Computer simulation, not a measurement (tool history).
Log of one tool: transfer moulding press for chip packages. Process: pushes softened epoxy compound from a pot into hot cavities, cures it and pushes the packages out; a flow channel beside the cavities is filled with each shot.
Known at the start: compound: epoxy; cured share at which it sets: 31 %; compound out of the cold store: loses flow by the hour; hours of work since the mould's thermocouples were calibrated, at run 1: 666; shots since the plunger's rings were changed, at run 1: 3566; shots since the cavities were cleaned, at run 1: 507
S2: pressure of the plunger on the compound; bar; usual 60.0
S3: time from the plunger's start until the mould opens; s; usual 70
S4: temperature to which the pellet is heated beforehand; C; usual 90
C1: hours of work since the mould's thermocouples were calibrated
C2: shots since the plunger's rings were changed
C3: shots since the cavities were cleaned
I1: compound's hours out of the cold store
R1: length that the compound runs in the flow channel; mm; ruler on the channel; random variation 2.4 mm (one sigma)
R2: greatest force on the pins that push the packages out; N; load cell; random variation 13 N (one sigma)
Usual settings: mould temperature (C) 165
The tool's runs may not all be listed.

{"run": 1, "hour": 0.0, "mould temperature (C)": 165, "S2": 60.0, "S3": 70, "S4": 90, "C1": 666, "C2": 3566, "C3": 507, "I1": 37.9, "R1": 603, "R2": 907}
{"hour": 13.3, "done": "cavities cleaned with cleaning compound and waxed"}
{"run": 2, "hour": 30.8, "mould temperature (C)": 165, "S2": 60.0, "S3": 70, "S4": 90, "C1": 679, "C2": 3911, "C3": 207, "I1": 34.7, "R1": 610, "R2": 805}
{"run": 3, "hour": 63.6, "mould temperature (C)": 165, "S2": 60.0, "S3": 70, "S4": 90, "C1": 694, "C2": 4295, "C3": 591, "I1": 46.1, "R1": 561, "R2": 878}
{"hour": 72.4, "done": "cavities cleaned with cleaning compound and waxed"}
{"run": 4, "hour": 106.1, "mould temperature (C)": 165, "S2": 60.0, "S3": 70, "S4": 90, "C1": 713, "C2": 4778, "C3": 397, "I1": 12.5, "R1": 704, "R2": 956}
{"hour": 130.5, "done": "cavities cleaned with cleaning compound and waxed"}
{"run": 5, "hour": 132.4, "mould temperature (C)": 165, "S2": 60.0, "S3": 70, "S4": 90, "C1": 724, "C2": 5070, "C3": 23, "I1": 37.0, "R1": 590, "R2": 670}
{"hour": 173.3, "done": "plunger's sealing rings changed"}
{"run": 6, "hour": 181.1, "mould temperature (C)": 165, "S2": 60.0, "S3": 70, "S4": 90, "C1": 745, "C2": 92, "C3": 566, "I1": 10.5, "R1": 755, "R2": 1103}
{"hour": 189.9, "done": "cavities cleaned with cleaning compound and waxed"}
{"run": 7, "hour": 219.2, "mould temperature (C)": 165, "S2": 60.0, "S3": 70, "S4": 90, "C1": 761, "C2": 523, "C3": 345, "I1": 25.3, "R1": 674, "R2": 920}
{"hour": 245.3, "done": "mould's thermocouples calibrated"}
{"hour": 250.9, "done": "cavities cleaned with cleaning compound and waxed"}
{"run": 8, "hour": 270.0, "mould temperature (C)": 165, "S2": 60.0, "S3": 70, "S4": 90, "C1": 11, "C2": 1079, "C3": 226, "I1": 43.3, "R1": 591, "R2": 747}
{"hour": 308.2, "done": "cavities cleaned with cleaning compound and waxed"}
{"run": 9, "hour": 309.1, "mould temperature (C)": 165, "S2": 60.0, "S3": 70, "S4": 90, "C1": 28, "C2": 1521, "C3": 11, "I1": 45.2, "R1": 577, "R2": 587}
{"run": 10, "hour": 337.8, "mould temperature (C)": 165, "S2": 60.0, "S3": 70, "S4": 90, "C1": 41, "C2": 1858, "C3": 348, "I1": 10.2, "R1": 731, "R2": 904}
{"hour": 365.5, "done": "cavities cleaned with cleaning compound and waxed"}
{"run": 11, "hour": 368.1, "mould temperature (C)": 165, "S2": 60.0, "S3": 70, "S4": 90, "C1": 54, "C2": 2197, "C3": 31, "I1": 16.8, "R1": 699, "R2": 687}
{"run": 12, "hour": 413.1, "mould temperature (C)": 165, "S2": 60.0, "S3": 70, "S4": 90, "C1": 74, "C2": 2726, "C3": 560, "I1": 22.7, "R1": 670, "R2": 923}
{"hour": 421.8, "done": "cavities cleaned with cleaning compound and waxed"}
{"run": 13, "hour": 445.9, "mould temperature (C)": 165, "S2": 62.1, "S3": 70, "S4": 90, "C1": 88, "C2": 3094, "C3": 283, "I1": 33.0, "R1": 630, "R2": 787}
{"run": 14, "hour": 467.6, "mould temperature (C)": 165, "S2": 62.1, "S3": 70, "S4": 90, "C1": 98, "C2": 3349, "C3": 538, "I1": 10.3, "R1": 734, "R2": 1018}
{"hour": 479.1, "done": "cavities cleaned with cleaning compound and waxed"}
{"run": 15, "hour": 494.6, "mould temperature (C)": 168, "S2": 62.1, "S3": 52, "S4": 96, "C1": 110, "C2": 3649, "C3": 182, "I1": 23.6, "R1": 659, "R2": 1273}
{"run": 16, "hour": 521.8, "mould temperature (C)": 159, "S2": 62.1, "S3": 52, "S4": 90, "C1": 122, "C2": 3969, "C3": 502, "I1": 44.5, "R1": 592, "R2": 2336}
{"hour": 538.9, "done": "cavities cleaned with cleaning compound and waxed"}
{"run": 17, "hour": 558.0, "mould temperature (C)": 170, "S2": 62.1, "S3": 52, "S4": 90, "C1": 138, "C2": 4376, "C3": 224, "I1": 40.1, "R1": 582, "R2": 1079}
{"hour": 597.3, "done": "cavities cleaned with cleaning compound and waxed"}
{"run": 18, "hour": 610.5, "mould temperature (C)": 170, "S2": 62.1, "S3": 52, "S4": 90, "C1": 161, "C2": 4976, "C3": 155, "I1": 18.5, "R1": 664, "R2": 1098}
{"run": 19, "hour": 632.9, "mould temperature (C)": 165, "S2": 46.2, "S3": 105, "S4": 95, "C1": 171, "C2": 5240, "C3": 419, "I1": 38.8, "R1": 512, "R2": 535}
{"hour": 656.5, "done": "plunger's sealing rings changed"}
{"hour": 658.0, "done": "cavities cleaned with cleaning compound and waxed"}
{"run": 20, "hour": 682.0, "mould temperature (C)": 160, "S2": 58.2, "S3": 63, "S4": 95, "C1": 192, "C2": 282, "C3": 282, "I1": 33.5, "R1": 644, "R2": 1425}
{"run": 21, "hour": 706.5, "mould temperature (C)": 171, "S2": 71.2, "S3": 61, "S4": 86, "C1": 203, "C2": 570, "C3": 570, "I1": 36.8, "R1": 669, "R2": 819}
{"hour": 714.6, "done": "cavities cleaned with cleaning compound and waxed"}
{"run": 22, "hour": 751.3, "mould temperature (C)": 168, "S2": 60.0, "S3": 108, "S4": 90, "C1": 222, "C2": 1079, "C3": 431, "I1": 26.2, "R1": 659, "R2": 555}
{"hour": 773.6, "done": "cavities cleaned with cleaning compound and waxed"}
{"run": 23, "hour": 793.1, "mould temperature (C)": 161, "S2": 60.0, "S3": 108, "S4": 90, "C1": 241, "C2": 1554, "C3": 230, "I1": 43.8, "R1": 602, "R2": 543}
{"hour": 831.7, "done": "cavities cleaned with cleaning compound and waxed"}
{"run": 24, "hour": 836.0, "mould temperature (C)": 166, "S2": 60.0, "S3": 106, "S4": 91, "C1": 259, "C2": 2040, "C3": 51, "I1": 38.6, "R1": 604, "R2": 460}
{"run": 25, "hour": 867.7, "mould temperature (C)": 161, "S2": 63.2, "S3": 106, "S4": 97, "C1": 274, "C2": 2413, "C3": 424, "I1": 47.9, "R1": 589, "R2": 593}
{"hour": 889.5, "done": "cavities cleaned with cleaning compound and waxed"}
{"run": 26, "hour": 901.1, "mould temperature (C)": 164, "S2": 70.2, "S3": 90, "S4": 93, "C1": 288, "C2": 2788, "C3": 137, "I1": 8.5, "R1": 797, "R2": 562}
{"run": 27, "hour": 923.1, "mould temperature (C)": 164, "S2": 70.2, "S3": 90, "S4": 93, "C1": 298, "C2": 3047, "C3": 396, "I1": 23.8, "R1": 719, "R2": 627}

Forecast each of these 3 alternatives for the next run:
{"hour": 947.8, "done": "cavities cleaned with cleaning compound and waxed"}
{"run": "A", "hour": 954.0, "mould temperature (C)": 164, "S2": 59.0, "S3": 91, "S4": 91, "C1": 312, "C2": 3393, "C3": 74, "I1": 42.8, "R1": "?", "R2": "?"}
{"hour": 947.8, "done": "cavities cleaned with cleaning compound and waxed"}
{"run": "B", "hour": 954.0, "mould temperature (C)": 168, "S2": 60.0, "S3": 64, "S4": 84, "C1": 312, "C2": 3393, "C3": 74, "I1": 43.7, "R1": "?", "R2": "?"}
{"hour": 947.8, "done": "cavities cleaned with cleaning compound and waxed"}
{"run": "C", "hour": 954.0, "mould temperature (C)": 164, "S2": 70.2, "S3": 103, "S4": 93, "C1": 312, "C2": 3393, "C3": 74, "I1": 32.2, "R1": "?", "R2": "?"}

run=A R1=577 R2=515
run=B R1=571 R2=695
run=C R1=673 R2=462
Without the tool's hidden state the same runs would have given:
run=A R1=599 R2=445
run=B R1=594 R2=582
run=C R1=699 R2=404
